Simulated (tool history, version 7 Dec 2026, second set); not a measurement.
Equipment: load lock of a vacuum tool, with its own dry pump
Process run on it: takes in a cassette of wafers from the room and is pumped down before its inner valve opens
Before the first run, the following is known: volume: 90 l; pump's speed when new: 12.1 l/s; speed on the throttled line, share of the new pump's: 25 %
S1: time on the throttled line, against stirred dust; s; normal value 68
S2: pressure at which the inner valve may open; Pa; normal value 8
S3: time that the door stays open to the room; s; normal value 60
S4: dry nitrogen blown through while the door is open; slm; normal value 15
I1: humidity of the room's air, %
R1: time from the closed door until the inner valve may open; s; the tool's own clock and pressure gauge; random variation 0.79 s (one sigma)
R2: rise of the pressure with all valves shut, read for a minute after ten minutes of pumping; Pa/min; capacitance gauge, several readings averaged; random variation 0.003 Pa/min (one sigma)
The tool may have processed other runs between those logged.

Run 1, hour 0: usual settings; I1 44.4. Result: R1 126.9 s, R2 0.076 Pa/min.
Run 2, hour 344.7: usual settings but S4 8 slm; I1 44.3. Result: R1 126.8 s, R2 0.081 Pa/min.
Run 3, hour 919.7: usual settings; I1 48.1. Result: R1 127.8 s, R2 0.088 Pa/min.
Run 4, hour 1601.9: usual settings; I1 42.7. Result: R1 127.4 s, R2 0.086 Pa/min.
Run 5, hour 2116: usual settings; I1 44.4. Result: R1 130.6 s, R2 0.089 Pa/min.
Run 6, hour 2763.3: usual settings; I1 43.9. Result: R1 129.7 s, R2 0.099 Pa/min.
Run 7, hour 3170.3: usual settings but S4 7 slm; I1 47.3. Result: R1 131.1 s, R2 0.112 Pa/min.
Run 8, hour 3632.6: usual settings; I1 44.2. Result: R1 130.5 s, R2 0.101 Pa/min.
Run 9, hour 4323.1: usual settings; I1 42.9. Result: R1 131.6 s, R2 0.113 Pa/min.
Run 10, hour 4700.6: usual settings; I1 47.8. Result: R1 133 s, R2 0.117 Pa/min.
Run 11, hour 5323.2: usual settings but S3 81 s; I1 46.2. Result: R1 132.9 s, R2 0.129 Pa/min.
Run 12, hour 5955.7: usual settings; I1 43.7. Result: R1 136.7 s, R2 0.138 Pa/min.
Run 13, hour 6428.7: usual settings but S3 124 s; I1 43.2. Result: R1 136.4 s, R2 0.143 Pa/min.
Run 14, hour 6937: usual settings but S3 124 s; I1 47.4. Result: R1 136.4 s, R2 0.146 Pa/min.
Run 15, hour 7503.3: usual settings but S3 124 s; I1 44.1. Result: R1 136.7 s, R2 0.155 Pa/min.
At hour 7757.7: dry pump taken out, an overhauled one fitted.
Run 16, hour 7930.2: usual settings but S3 124 s; I1 47.1. Result: R1 123.4 s, R2 0.168 Pa/min.
Run 17, hour 8358.6: usual settings but S3 124 s; I1 46.6. Result: R1 123.3 s, R2 0.172 Pa/min.
Run 18, hour 8748.4: usual settings but S3 124 s; I1 47.5. Result: R1 124.9 s, R2 0.169 Pa/min.
Run 19, hour 9434.4: usual settings but S3 124 s; I1 43.9. Result: R1 124.3 s, R2 0.181 Pa/min.
Run 20, hour 9963: usual settings but S3 124 s, S4 9 slm; I1 45.5. Result: R1 124.7 s, R2 0.189 Pa/min.
Run 21, hour 10613.1: usual settings but S3 124 s, S4 9 slm; I1 46.7. Result: R1 126.3 s, R2 0.201 Pa/min.
Run 22, hour 10998: usual settings but S3 124 s, S4 16 slm; I1 47. Result: R1 126.3 s, R2 0.196 Pa/min.
Run 23, hour 11418.9: usual settings but S1 109 s, S4 9 slm; I1 43.8. Result: R1 157.4 s, R2 0.21 Pa/min.
Run 24, hour 11972: usual settings but S1 109 s, S4 9 slm; I1 42.4. Result: R1 157.6 s, R2 0.22 Pa/min.
Run 25, hour 12449.7: usual settings but S1 109 s, S4 9 slm; I1 41.9. Result: R1 155.8 s, R2 0.217 Pa/min.
Run 26, hour 12807.4: usual settings but S3 57 s, S4 13 slm; I1 49.6. Result: R1 129.4 s, R2 0.225 Pa/min.
Run 27, hour 13435.7: usual settings but S1 44 s, S2 7 Pa, S3 58 s; I1 45.6. Result: R1 112.4 s, R2 0.233 Pa/min.
Run 28, hour 14098.5: usual settings but S1 85 s, S4 16 slm; I1 44.8. Result: R1 142 s, R2 0.243 Pa/min.
Run 29, hour 14724.1: usual settings but S1 85 s, S4 16 slm; I1 45.1. Result: R1 143.4 s, R2 0.253 Pa/min.
Run 30, hour 15334: usual settings but S3 61 s; I1 43.7. Result: R1 130.5 s, R2 0.26 Pa/min.
Run 31, hour 15682.3: usual settings but S3 61 s; I1 49.1. Result: R1 132.2 s, R2 0.269 Pa/min.

The next listed run, before its measurement:
Run 32, hour 16362.2: usual settings but S1 35 s, S3 68 s, S4 28 slm; I1 43.1. Result: R1 ?, R2 ?.

Run 32 yielded R1 108.1 s, R2 0.279 Pa/min.
The same run, on a tool lacking any hidden state, would have yielded R1 96.8 s, R2 0.006 Pa/min.
